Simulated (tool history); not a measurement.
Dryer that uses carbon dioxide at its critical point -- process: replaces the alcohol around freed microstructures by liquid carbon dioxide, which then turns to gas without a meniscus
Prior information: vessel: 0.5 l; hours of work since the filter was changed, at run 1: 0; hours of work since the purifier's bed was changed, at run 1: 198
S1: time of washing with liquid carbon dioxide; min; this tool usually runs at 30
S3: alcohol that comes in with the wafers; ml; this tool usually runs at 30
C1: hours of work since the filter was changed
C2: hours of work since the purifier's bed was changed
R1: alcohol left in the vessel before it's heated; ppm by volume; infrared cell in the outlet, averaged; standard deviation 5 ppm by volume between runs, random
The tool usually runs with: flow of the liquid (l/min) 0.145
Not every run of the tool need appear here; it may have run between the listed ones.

Run 1, hour 0: usual settings; C1 0; C2 198. Result: R1 48 ppm by volume.
Run 2, hour 13.2: usual settings; C1 6; C2 204. Result: R1 46 ppm by volume.
Run 3, hour 26: usual settings but flow of the liquid (l/min) 0.096; C1 12; C2 210. Result: R1 310 ppm by volume.
Run 4, hour 42.2: usual settings but flow of the liquid (l/min) 0.096; C1 20; C2 218. Result: R1 318 ppm by volume.
Run 5, hour 58.4: usual settings but flow of the liquid (l/min) 0.096; C1 27; C2 225. Result: R1 319 ppm by volume.
Run 6, hour 75.7: usual settings; C1 35; C2 234. Result: R1 53 ppm by volume.
Run 7, hour 83.6: usual settings; C1 39; C2 237. Result: R1 51 ppm by volume.
Run 8, hour 93.1: usual settings; C1 43; C2 242. Result: R1 62 ppm by volume.
Run 9, hour 109.3: usual settings; C1 51; C2 249. Result: R1 64 ppm by volume.
Run 10, hour 120: usual settings; C1 56; C2 254. Result: R1 64 ppm by volume.
Run 11, hour 135: usual settings but flow of the liquid (l/min) 0.162; C1 63; C2 261. Result: R1 53 ppm by volume.
Run 12, hour 152.2: usual settings but S1 46 min; C1 71; C2 269. Result: R1 47 ppm by volume.
Run 13, hour 163.8: usual settings but S1 46 min; C1 76; C2 275. Result: R1 57 ppm by volume.
Run 14, hour 176.5: usual settings but S1 46 min; C1 82; C2 280. Result: R1 46 ppm by volume.
Run 15, hour 192.6: usual settings but S3 36 ml; C1 90; C2 288. Result: R1 79 ppm by volume.
Run 16, hour 203.7: usual settings; C1 95; C2 293. Result: R1 74 ppm by volume.
Run 17, hour 215: usual settings but S1 32 min; C1 100; C2 298. Result: R1 66 ppm by volume.
Run 18, hour 230.8: usual settings but S1 32 min, flow of the liquid (l/min) 0.115; C1 107; C2 306. Result: R1 138 ppm by volume.
Run 19, hour 240.7: usual settings but S1 32 min, flow of the liquid (l/min) 0.115; C1 112; C2 310. Result: R1 149 ppm by volume.
Run 20, hour 255.2: usual settings but S1 32 min, flow of the liquid (l/min) 0.115; C1 119; C2 317. Result: R1 154 ppm by volume.
Run 21, hour 266.9: usual settings; C1 124; C2 323. Result: R1 81 ppm by volume.
Run 22, hour 275.2: usual settings but flow of the liquid (l/min) 0.088; C1 128; C2 326. Result: R1 735 ppm by volume.
Run 23, hour 290.9: usual settings but S1 28 min, flow of the liquid (l/min) 0.242, S3 33 ml; C1 135; C2 334. Result: R1 50 ppm by volume.
Run 24, hour 298.5: usual settings but S1 34 min, flow of the liquid (l/min) 0.116, S3 89 ml; C1 139; C2 337. Result: R1 266 ppm by volume.
Run 25, hour 313.4: usual settings but S1 39 min, flow of the liquid (l/min) 0.135, S3 48 ml; C1 146; C2 344. Result: R1 68 ppm by volume.
Run 26, hour 330.1: usual settings but flow of the liquid (l/min) 0.094, S3 70 ml; C1 154; C2 352. Result: R1 1328 ppm by volume.
Run 27, hour 339.9: usual settings but S1 23 min, flow of the liquid (l/min) 0.094, S3 74 ml; C1 158; C2 357. Result: R1 4137 ppm by volume.
Run 28, hour 348: usual settings but flow of the liquid (l/min) 0.171, S3 23 ml; C1 162; C2 360. Result: R1 65 ppm by volume.
Run 29, hour 360.7: usual settings but flow of the liquid (l/min) 0.171, S3 23 ml; C1 168; C2 366. Result: R1 74 ppm by volume.
Run 30, hour 369.3: usual settings but flow of the liquid (l/min) 0.114; C1 172; C2 370. Result: R1 267 ppm by volume.
At hour 386.7: inlet filter changed.
Run 31, hour 387: usual settings but flow of the liquid (l/min) 0.114; C1 0; C2 378. Result: R1 145 ppm by volume.
Run 32, hour 401.7: usual settings but flow of the liquid (l/min) 0.09; C1 7; C2 385. Result: R1 440 ppm by volume.
Run 33, hour 413.6: usual settings but S1 20 min; C1 13; C2 390. Result: R1 276 ppm by volume.
Run 34, hour 422.4: usual settings but S1 19 min, flow of the liquid (l/min) 0.102, S3 50 ml; C1 17; C2 394. Result: R1 2628 ppm by volume.
Run 35, hour 433.6: usual settings but S1 19 min, flow of the liquid (l/min) 0.102, S3 50 ml; C1 22; C2 400. Result: R1 2734 ppm by volume.
Run 36, hour 447: usual settings but S1 19 min, flow of the liquid (l/min) 0.102, S3 50 ml; C1 28; C2 406. Result: R1 2840 ppm by volume.
Run 37, hour 461.9: usual settings but S1 32 min, flow of the liquid (l/min) 0.111, S3 28 ml; C1 35; C2 413. Result: R1 150 ppm by volume.
Run 38, hour 474.5: usual settings but S1 20 min, flow of the liquid (l/min) 0.111, S3 28 ml; C1 41; C2 419. Result: R1 996 ppm by volume.
Run 39, hour 482.8: usual settings but S1 27 min, S3 29 ml; C1 45; C2 423. Result: R1 112 ppm by volume.
Run 40, hour 496.5: usual settings but flow of the liquid (l/min) 0.183, S3 45 ml; C1 51; C2 429. Result: R1 81 ppm by volume.
Run 41, hour 504: usual settings but flow of the liquid (l/min) 0.088, S3 39 ml; C1 55; C2 432. Result: R1 735 ppm by volume.

Here are 3 independent what-if runs from the current tool condition. What would each one return?
Run A, hour 514.7: usual settings but S1 40 min, flow of the liquid (l/min) 0.101, S3 31 ml; C1 60; C2 437. Result: R1 ?.
Run B, hour 514.7: usual settings but S1 25 min, flow of the liquid (l/min) 0.21, S3 118 ml; C1 60; C2 437. Result: R1 ?.
Run C, hour 514.7: usual settings but flow of the liquid (l/min) 0.181, S3 34 ml; C1 60; C2 437. Result: R1 ?.

run   R1
  A  118
  B   89
  C   83
With the hidden condition removed and each run's random variation left untouched, the same runs would have given:
run  R1
  A  34
  B  17
  C  14
